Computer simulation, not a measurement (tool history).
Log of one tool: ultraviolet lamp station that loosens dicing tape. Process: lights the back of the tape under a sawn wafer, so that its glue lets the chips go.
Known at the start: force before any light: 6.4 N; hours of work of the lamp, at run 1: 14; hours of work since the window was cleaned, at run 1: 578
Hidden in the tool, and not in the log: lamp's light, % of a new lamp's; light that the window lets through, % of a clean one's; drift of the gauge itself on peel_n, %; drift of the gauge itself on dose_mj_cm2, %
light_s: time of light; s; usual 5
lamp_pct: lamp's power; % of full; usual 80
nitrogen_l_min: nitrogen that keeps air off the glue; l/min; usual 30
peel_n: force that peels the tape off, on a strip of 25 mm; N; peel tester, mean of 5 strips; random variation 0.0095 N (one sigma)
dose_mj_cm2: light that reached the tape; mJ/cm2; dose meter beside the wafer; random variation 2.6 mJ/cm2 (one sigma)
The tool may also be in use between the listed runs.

run    hour  light_s  lamp_pct  nitrogen_l_min  hours of work of the lamp  hours of work since the window was cleaned  peel_n  dose_mj_cm2
  1     0.0        5        80              30                         14                                         578   0.404          330
  2    39.5        5        80              30                         43                                         607   0.397          332
       63.3  -- window cleaned of glue's vapour
  3    84.8        5        80              30                         76                                          16   0.392          332
  4   119.8        5        80              30                        102                                          41   0.399          331
  5   162.7        5        80              30                        133                                          73   0.395          333
  6   216.3        5        80              30                        173                                         112   0.416          330
  7   246.5        5        80              30                        195                                         134   0.406          336
  8   280.2        3        80              30                        220                                         159   1.150          203
  9   319.2        3        80              30                        248                                         188   1.083          200
 10   370.5        3        80              30                        286                                         225   1.068          196
 11   395.8        6        80              30                        304                                         244   0.267          395
 12   447.1        5        80              30                        342                                         282   0.402          333
 13   493.6        5        80              30                        376                                         316   0.429          329
 14   551.4        5        78              30                        419                                         358   0.436          321
 15   604.1        5        78              30                        457                                         397   0.431          320
 16   636.0        5        78              30                        481                                         420   0.426          325
 17   693.5        5        78              30                        523                                         462   0.441          321
 18   751.3        5        78              30                        565                                         505   0.415          321
 19   785.4        5        80              30                        590                                         530   0.413          333
 20   820.0        5        80              30                        616                                         555   0.425          331
 21   866.8        5        80              30                        650                                         589   0.403          326
 22   908.2        5        80              11                        680                                         620   0.959          328
      915.0  -- window cleaned of glue's vapour
 23   966.1        5        87              35                        722                                          37   0.295          358
 24   999.5        8        63              30                        747                                          62   0.257          412
 25  1051.2        8        63              30                        785                                         100   0.248          421
     1110.4  -- lamp changed
 26  1110.7        8        63              11                          0                                         143   0.620          415

The next listed run, before its measurement:
 27  1156.7        8        80              30                         34                                         177       ?            ?

peel_n: 0.155 N
dose_mj_cm2: 533 mJ/cm2
Without the tool's hidden state the same run would have given peel_n 0.155 N, dose_mj_cm2 534 mJ/cm2.
